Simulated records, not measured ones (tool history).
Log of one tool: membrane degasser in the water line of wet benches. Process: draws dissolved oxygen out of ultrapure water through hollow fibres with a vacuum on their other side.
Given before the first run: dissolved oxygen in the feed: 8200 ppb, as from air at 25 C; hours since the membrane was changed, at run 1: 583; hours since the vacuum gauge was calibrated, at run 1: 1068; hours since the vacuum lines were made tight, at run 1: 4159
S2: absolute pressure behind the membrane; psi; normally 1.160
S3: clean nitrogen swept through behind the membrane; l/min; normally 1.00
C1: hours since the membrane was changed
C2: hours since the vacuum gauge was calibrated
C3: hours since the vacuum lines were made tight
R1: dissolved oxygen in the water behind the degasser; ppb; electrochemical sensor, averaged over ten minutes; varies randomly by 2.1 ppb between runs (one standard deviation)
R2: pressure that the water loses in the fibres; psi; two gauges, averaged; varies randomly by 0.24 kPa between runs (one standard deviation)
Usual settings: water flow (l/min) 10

Run 1, hour 0.0: usual settings; C1 583; C2 1068; C3 4159. Result: R1 213.1 ppb, R2 9.056 psi.
Run 2, hour 70.8: usual settings; C1 654; C2 1138; C3 4230. Result: R1 213.1 ppb, R2 9.037 psi.
Run 3, hour 154.7: usual settings but S2 1.883 psi; C1 738; C2 1222; C3 4314. Result: R1 326.6 ppb, R2 9.074 psi.
Run 4, hour 195.4: usual settings but S2 1.883 psi; C1 779; C2 1263; C3 4355. Result: R1 331.5 ppb, R2 9.081 psi.
Run 5, hour 248.7: usual settings but S2 2.339 psi; C1 832; C2 1316; C3 4408. Result: R1 393.8 ppb, R2 9.042 psi.
Run 6, hour 309.4: usual settings but S2 2.339 psi; C1 893; C2 1377; C3 4469. Result: R1 400.6 ppb, R2 9.124 psi.
Run 7, hour 371.1: usual settings but S2 2.339 psi; C1 954; C2 1439; C3 4530. Result: R1 398.6 ppb, R2 9.063 psi.
Run 8, hour 452.7: usual settings but S2 2.339 psi; C1 1036; C2 1520; C3 4612. Result: R1 407.3 ppb, R2 9.024 psi.
Run 9, hour 541.8: usual settings but water flow (l/min) 9, S2 2.339 psi; C1 1125; C2 1609; C3 4701. Result: R1 365.1 ppb, R2 8.213 psi.
Run 10, hour 586.3: usual settings but water flow (l/min) 9, S2 2.339 psi; C1 1170; C2 1654; C3 4746. Result: R1 366.0 ppb, R2 8.221 psi.
Run 11, hour 622.1: usual settings but water flow (l/min) 7; C1 1205; C2 1690; C3 4781. Result: R1 145.9 ppb, R2 6.457 psi.
Run 12, hour 707.2: usual settings but water flow (l/min) 7; C1 1290; C2 1775; C3 4867. Result: R1 145.6 ppb, R2 6.364 psi.
At hour 787.5: seals of the vacuum lines changed.
Run 13, hour 787.5: usual settings but S2 0.914 psi; C1 1369; C2 1853; C3 0. Result: R1 175.6 ppb, R2 9.081 psi.
Run 14, hour 861.3: usual settings but S3 2.92 l/min; C1 1442; C2 1927; C3 74. Result: R1 142.4 ppb, R2 9.139 psi.
Run 15, hour 910.6: usual settings but water flow (l/min) 6, S2 1.925 psi, S3 2.48 l/min; C1 1492; C2 1976; C3 123. Result: R1 106.3 ppb, R2 5.437 psi.
Run 16, hour 950.8: usual settings but water flow (l/min) 11, S2 2.876 psi, S3 1.96 l/min; C1 1532; C2 2016; C3 163. Result: R1 334.5 ppb, R2 10.047 psi.
At hour 959.0: vacuum gauge calibrated.
Run 17, hour 1005.2: usual settings but water flow (l/min) 8, S2 0.875 psi, S3 0.52 l/min; C1 1586; C2 46; C3 217. Result: R1 183.0 ppb, R2 7.313 psi.
Run 18, hour 1081.4: usual settings but water flow (l/min) 6, S2 1.487 psi, S3 1.23 l/min; C1 1662; C2 122; C3 293. Result: R1 133.0 ppb, R2 5.437 psi.
Run 19, hour 1154.0: usual settings but water flow (l/min) 6, S2 1.487 psi, S3 1.23 l/min; C1 1735; C2 195; C3 366. Result: R1 133.2 ppb, R2 5.503 psi.
Run 20, hour 1241.4: usual settings but water flow (l/min) 6, S2 1.398 psi, S3 2.46 l/min; C1 1822; C2 282; C3 453. Result: R1 88.2 ppb, R2 5.478 psi.
Run 21, hour 1313.5: usual settings but water flow (l/min) 14, S3 1.05 l/min; C1 1894; C2 355; C3 526. Result: R1 310.0 ppb, R2 12.771 psi.
Run 22, hour 1401.2: usual settings but water flow (l/min) 14, S3 1.05 l/min; C1 1982; C2 442; C3 613. Result: R1 315.8 ppb, R2 12.818 psi.
At hour 1424.7: vacuum gauge calibrated, once more.
Run 23, hour 1441.2: usual settings but water flow (l/min) 15, S2 1.027 psi, S3 0.94 l/min; C1 2021; C2 16; C3 653. Result: R1 320.7 ppb, R2 13.766 psi.
Run 24, hour 1497.6: usual settings but water flow (l/min) 15, S2 1.027 psi, S3 0.94 l/min; C1 2078; C2 73; C3 709. Result: R1 310.9 ppb, R2 13.853 psi.
Run 25, hour 1564.7: usual settings but water flow (l/min) 13, S2 1.780 psi, S3 0.52 l/min; C1 2145; C2 140; C3 776. Result: R1 598.6 ppb, R2 11.966 psi.

A few steps of R1 between consecutive runs. Split each: what settings, incoming material and random variation would produce without the hidden state, and what is left over for the hidden state, along with gauge scatter present in only one of the two compared results (measured, and without hidden state):
What the log doesn't record here: membrane still open, %; true pressure behind the membrane over the reading, kPa; air that leaks in behind the membrane, l/min; drift of the gauge itself on oxygen_ppb, %; drift of the gauge itself on loss_of_pressure_kpa, %.
Run 15 -> 16: water flow (l/min) 6 -> 11, S2 1.925 -> 2.876, S3 2.48 -> 1.96. R1 +228.2 ppb: hidden state +6.2, all else +222.0.
Run 17 -> 18: water flow (l/min) 8 -> 6, S2 0.875 -> 1.487, S3 0.52 -> 1.23. R1 -50.0 ppb: hidden state -10.3, all else -39.7.
Run 20 -> 21: water flow (l/min) 6 -> 14, S2 1.398 -> 1.160, S3 2.46 -> 1.05. R1 +221.8 ppb: hidden state +18.2, all else +203.6.
Run 24 -> 25: water flow (l/min) 15 -> 13, S2 1.027 -> 1.780, S3 0.94 -> 0.52. R1 +287.7 ppb: hidden state -1.7, all else +289.4.
